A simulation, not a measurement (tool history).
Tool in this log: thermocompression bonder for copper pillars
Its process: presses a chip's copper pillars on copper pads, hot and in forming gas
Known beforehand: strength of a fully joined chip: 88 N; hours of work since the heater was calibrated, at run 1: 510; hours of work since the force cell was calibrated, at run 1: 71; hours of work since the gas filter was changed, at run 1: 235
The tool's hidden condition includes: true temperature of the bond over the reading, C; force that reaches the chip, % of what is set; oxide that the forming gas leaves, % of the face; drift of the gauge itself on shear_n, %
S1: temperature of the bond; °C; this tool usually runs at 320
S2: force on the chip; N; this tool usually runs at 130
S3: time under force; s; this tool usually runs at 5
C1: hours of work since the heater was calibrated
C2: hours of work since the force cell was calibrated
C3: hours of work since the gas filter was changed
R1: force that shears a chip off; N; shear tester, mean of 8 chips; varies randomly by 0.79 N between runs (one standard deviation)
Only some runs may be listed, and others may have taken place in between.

Run 1, hour 0: usual settings; C1 510; C2 71; C3 235. Result: R1 61.2 N.
Run 2, hour 38.8: usual settings; C1 538; C2 98; C3 263. Result: R1 62 N.
Run 3, hour 65.9: usual settings; C1 557; C2 118; C3 283. Result: R1 61.4 N.
Run 4, hour 100.5: usual settings but S2 105 N; C1 582; C2 143; C3 307. Result: R1 52.8 N.
Run 5, hour 133.1: usual settings but S2 111 N; C1 605; C2 166; C3 331. Result: R1 54.7 N.
Run 6, hour 177.2: usual settings but S2 111 N; C1 637; C2 198; C3 363. Result: R1 53.7 N.
Run 7, hour 218.7: usual settings but S2 111 N; C1 667; C2 228; C3 392. Result: R1 55.7 N.
Run 8, hour 266.3: usual settings; C1 701; C2 262; C3 427. Result: R1 61.3 N.
Run 9, hour 295.5: usual settings; C1 722; C2 283; C3 448. Result: R1 62.6 N.
Run 10, hour 329.3: usual settings; C1 746; C2 307; C3 472. Result: R1 62.7 N.
At hour 337: forming gas filter changed.
Run 11, hour 361.9: usual settings; C1 770; C2 330; C3 18. Result: R1 65.1 N.
Run 12, hour 388.6: usual settings; C1 789; C2 350; C3 37. Result: R1 63.1 N.
Run 13, hour 422.9: usual settings; C1 813; C2 374; C3 62. Result: R1 64.3 N.
Run 14, hour 448.7: usual settings; C1 832; C2 393; C3 80. Result: R1 64.8 N.
Run 15, hour 487.7: usual settings but S2 117 N; C1 860; C2 421; C3 108. Result: R1 58.1 N.
Run 16, hour 515.2: usual settings but S1 305 °C, S2 134 N; C1 880; C2 441; C3 128. Result: R1 57.4 N.

Run 17 has not been measured yet. What should we expect?
Run 17, hour 550.4: usual settings but S1 305 °C, S2 134 N; C1 905; C2 466; C3 153. Result: R1 ?.

{"run 17": {"R1": 58.7}}
On a tool with no hidden condition, and with the same random variation, this run would have come out at R1 54.9 N.
